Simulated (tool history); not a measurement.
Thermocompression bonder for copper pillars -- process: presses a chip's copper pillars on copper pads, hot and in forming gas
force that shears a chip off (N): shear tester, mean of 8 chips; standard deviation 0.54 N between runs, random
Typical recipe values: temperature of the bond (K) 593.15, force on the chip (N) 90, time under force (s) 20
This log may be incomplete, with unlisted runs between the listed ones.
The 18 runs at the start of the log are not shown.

run,hour,temperature of the bond (K),force on the chip (N),time under force (s),hours of work since the heater was calibrated,hours of work since the force cell was calibrated,hours of work since the gas filter was changed,force that shears a chip off (N)
# hour 1081.2: forming gas filter changed
19,1114.3,567.15,90,20,35,150,20,33.9
20,1152.1,567.15,90,20,57,172,42,33.9
# hour 1205.3: force cell calibrated, once more
21,1237.2,616.15,116,23,107,19,92,71.3
# hour 1264.7: forming gas filter changed
22,1327.5,593.15,83,48,160,72,37,58.5
23,1409.4,593.15,90,24,209,121,86,48.2
# hour 1446.2: forming gas filter changed
24,1453.1,593.15,90,24,234,147,4,52.7
25,1497.6,593.15,90,24,261,173,31,50.8
26,1579,593.15,100,60,309,222,79,68.8
# hour 1629.7: forming gas filter changed
27,1648.1,609.15,103,20,350,262,11,63.6
28,1708.4,593.15,54,24,386,298,47,28.8
29,1782,573.15,64,24,430,342,91,26.7
# hour 1808.1: forming gas filter changed
30,1852.4,572.15,65,24,471,383,26,28.5
31,1918.8,621.15,90,20,511,423,66,60.6
# hour 1984.5: forming gas filter changed
32,2001.3,621.15,107,57,559,472,10,88.2
33,2070,623.15,117,29,600,513,51,81.4
34,2143.5,623.15,117,29,644,556,95,77.3
# hour 2163.8: forming gas filter changed
35,2186.5,623.15,117,29,669,582,13,82.2
36,2277.5,601.15,76,50,723,636,68,56.9
37,2316.2,615.15,103,25,746,659,91,65.8
# hour 2346.1: forming gas filter changed
38,2377.7,615.15,67,23,783,695,19,47.2
39,2459.9,617.15,56,36,831,744,68,44.3

4 options for the next run, each taken on its own from the tool as it stands now. Forecast them:
A,2501.6,616.15,98,38,856,769,92,?
B,2501.6,618.15,86,22,856,769,92,?
C,2501.6,610.15,90,20,856,769,92,?
D,2501.6,600.15,104,31,856,769,92,?

run,force that shears a chip off (N)
A,71.5
B,55.8
C,53.1
D,63.2
Take away the tool's hidden state, keep each run's random variation, and the runs would have read:
run,force that shears a chip off (N)
A,78
B,60.8
C,57.6
D,68.7
